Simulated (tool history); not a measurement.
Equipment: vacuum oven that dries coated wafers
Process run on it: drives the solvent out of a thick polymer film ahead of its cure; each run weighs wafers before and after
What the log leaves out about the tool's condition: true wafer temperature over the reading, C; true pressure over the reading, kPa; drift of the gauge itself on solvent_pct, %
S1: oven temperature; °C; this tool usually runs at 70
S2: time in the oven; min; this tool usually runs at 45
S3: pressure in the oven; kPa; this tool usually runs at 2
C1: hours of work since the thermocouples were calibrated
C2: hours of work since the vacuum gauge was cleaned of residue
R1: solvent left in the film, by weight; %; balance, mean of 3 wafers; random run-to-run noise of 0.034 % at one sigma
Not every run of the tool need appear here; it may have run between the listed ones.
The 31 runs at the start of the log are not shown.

Run 32, hour 894.2: usual settings but S2 35 min; C1 287; C2 163. Result: R1 3.57 %.
Run 33, hour 920.8: usual settings but S2 32 min; C1 300; C2 176. Result: R1 4.08 %.
Run 34, hour 952.4: usual settings but S2 40 min; C1 315; C2 191. Result: R1 2.85 %.
Run 35, hour 993: usual settings but S1 85 °C, S2 33 min, S3 2.81 kPa; C1 335; C2 211. Result: R1 0.73 %.
Run 36, hour 1028.3: usual settings but S1 85 °C, S2 44 min, S3 2.01 kPa; C1 352; C2 228. Result: R1 0.39 %.
Run 37, hour 1062.7: usual settings but S1 58 °C, S3 6.68 kPa; C1 369; C2 245. Result: R1 8.84 %.
Run 38, hour 1086.5: usual settings but S1 60 °C, S2 47 min, S3 1.91 kPa; C1 381; C2 257. Result: R1 5.93 %.
Run 39, hour 1118.5: usual settings but S1 78 °C, S2 24 min, S3 1.46 kPa; C1 397; C2 272. Result: R1 2.7 %.
Run 40, hour 1135.9: usual settings but S1 59 °C, S2 46 min; C1 405; C2 281. Result: R1 6.67 %.
Run 41, hour 1159.3: usual settings but S1 65 °C, S2 48 min, S3 1.34 kPa; C1 416; C2 292. Result: R1 3.53 %.
Run 42, hour 1185: usual settings but S1 65 °C, S2 48 min, S3 1.34 kPa; C1 429; C2 305. Result: R1 3.5 %.
Run 43, hour 1209.9: usual settings but S1 65 °C, S2 30 min, S3 1.09 kPa; C1 441; C2 317. Result: R1 6.4 %.

Branching from run 43: 3 alternative next runs. What would each branch give?
Run A, hour 1245.6: usual settings but S1 84 °C, S2 33 min; C1 459; C2 335. Result: R1 ?.
Run B, hour 1245.6: usual settings but S1 61 °C, S2 54 min, S3 1.09 kPa; C1 459; C2 335. Result: R1 ?.
Run C, hour 1245.6: usual settings but S1 59 °C, S2 24 min, S3 6.85 kPa; C1 459; C2 335. Result: R1 ?.

run     R1
  A   0.62
  B   4.34
  C  12.14
Take away the tool's hidden state, keep each run's random variation, and the runs would have read:
run     R1
  A   0.67
  B   4.61
  C  12.44

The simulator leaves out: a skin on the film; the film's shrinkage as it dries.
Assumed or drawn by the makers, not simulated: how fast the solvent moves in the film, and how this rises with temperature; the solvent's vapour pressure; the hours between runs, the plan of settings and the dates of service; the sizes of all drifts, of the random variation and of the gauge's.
